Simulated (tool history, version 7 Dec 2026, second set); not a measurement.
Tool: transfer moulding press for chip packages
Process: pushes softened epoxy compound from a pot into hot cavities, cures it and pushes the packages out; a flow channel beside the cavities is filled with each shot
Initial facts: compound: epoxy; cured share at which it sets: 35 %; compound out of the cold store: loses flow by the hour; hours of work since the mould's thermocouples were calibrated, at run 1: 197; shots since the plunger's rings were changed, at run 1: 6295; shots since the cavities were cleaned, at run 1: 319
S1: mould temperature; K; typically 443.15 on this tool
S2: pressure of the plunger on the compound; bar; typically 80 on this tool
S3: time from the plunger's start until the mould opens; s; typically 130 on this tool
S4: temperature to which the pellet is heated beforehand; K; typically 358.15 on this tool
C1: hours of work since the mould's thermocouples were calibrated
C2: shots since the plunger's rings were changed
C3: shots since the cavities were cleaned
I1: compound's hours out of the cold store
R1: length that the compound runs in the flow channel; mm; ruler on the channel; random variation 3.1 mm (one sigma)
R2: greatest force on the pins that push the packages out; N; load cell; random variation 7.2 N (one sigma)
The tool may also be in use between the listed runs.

run,day,S1,S2,S3,S4,C1,C2,C3,I1,R1,R2
1,0,443.15,80,130,358.15,197,6295,319,47.7,492,296
# day 0.704: cavities cleaned with cleaning compound and waxed
# day 2: plunger's sealing rings changed
# day 2.671: cavities cleaned with cleaning compound and waxed
2,2.671,443.15,80,130,358.15,243,163,0,16.8,533,290
# day 4.371: cavities cleaned with cleaning compound and waxed
# day 6.083: cavities cleaned with cleaning compound and waxed
3,6.354,443.15,80,130,358.15,309,1125,73,33,512,295
# day 8.054: cavities cleaned with cleaning compound and waxed
4,8.329,443.15,80,130,358.15,345,1643,74,11.8,542,300
# day 9.867: cavities cleaned with cleaning compound and waxed
5,10.271,443.15,80,130,358.15,380,2151,110,47.4,494,293
# day 11.671: cavities cleaned with cleaning compound and waxed
# day 13.692: cavities cleaned with cleaning compound and waxed
6,13.712,443.15,80,130,358.15,442,3047,5,42.8,493,293
# day 15.404: cavities cleaned with cleaning compound and waxed
7,15.946,443.15,80,130,358.15,482,3634,146,14.4,536,294
# day 17.425: cavities cleaned with cleaning compound and waxed
# day 18.138: mould's thermocouples calibrated
# day 19.346: cavities cleaned with cleaning compound and waxed
8,19.504,443.15,80,130,358.15,24,4540,43,31.1,516,290
# day 21.221: cavities cleaned with cleaning compound and waxed
9,21.296,435.15,80.9,130,362.15,57,5007,20,27.6,538,477
# day 23.146: cavities cleaned with cleaning compound and waxed
10,24.642,435.15,80.9,130,362.15,118,5895,405,47.5,515,453
# day 24.908: cavities cleaned with cleaning compound and waxed
# day 26.683: cavities cleaned with cleaning compound and waxed
11,27.421,443.15,80,112,365.15,167,6612,199,44.8,499,377
# day 28.012: plunger's sealing rings changed
# day 28.754: cavities cleaned with cleaning compound and waxed
# day 30.612: cavities cleaned with cleaning compound and waxed
12,30.746,443.15,80,112,365.15,225,704,35,20.6,523,376
# day 32.654: cavities cleaned with cleaning compound and waxed
# day 34.442: cavities cleaned with cleaning compound and waxed
13,34.962,443.15,80,112,365.15,301,1811,141,14.1,530,383
# day 36.238: cavities cleaned with cleaning compound and waxed
14,36.983,443.15,80,112,365.15,338,2340,202,26.5,518,369
# day 38.042: cavities cleaned with cleaning compound and waxed
15,39.346,443.15,80,112,365.15,380,2961,352,43.3,496,360
# day 39.862: cavities cleaned with cleaning compound and waxed
# day 41.633: cavities cleaned with cleaning compound and waxed
16,41.721,443.15,80,112,365.15,422,3570,24,42.6,492,364

Branching from run 16: 3 alternative next runs. What would each branch give?
# day 43.342: cavities cleaned with cleaning compound and waxed
A,43.638,448.15,80,163,365.15,457,4071,80,43.3,?,?
# day 43.342: cavities cleaned with cleaning compound and waxed
B,43.638,451.15,65.3,112,365.15,457,4071,80,26.4,?,?
# day 43.342: cavities cleaned with cleaning compound and waxed
C,43.638,443.15,80,123,354.15,457,4071,80,46.7,?,?

run,R1,R2
A,487,245
B,452,269
C,495,319
With the hidden condition removed and each run's random variation left untouched, the same runs would have given:
run,R1,R2
A,487,245
B,453,268
C,495,317
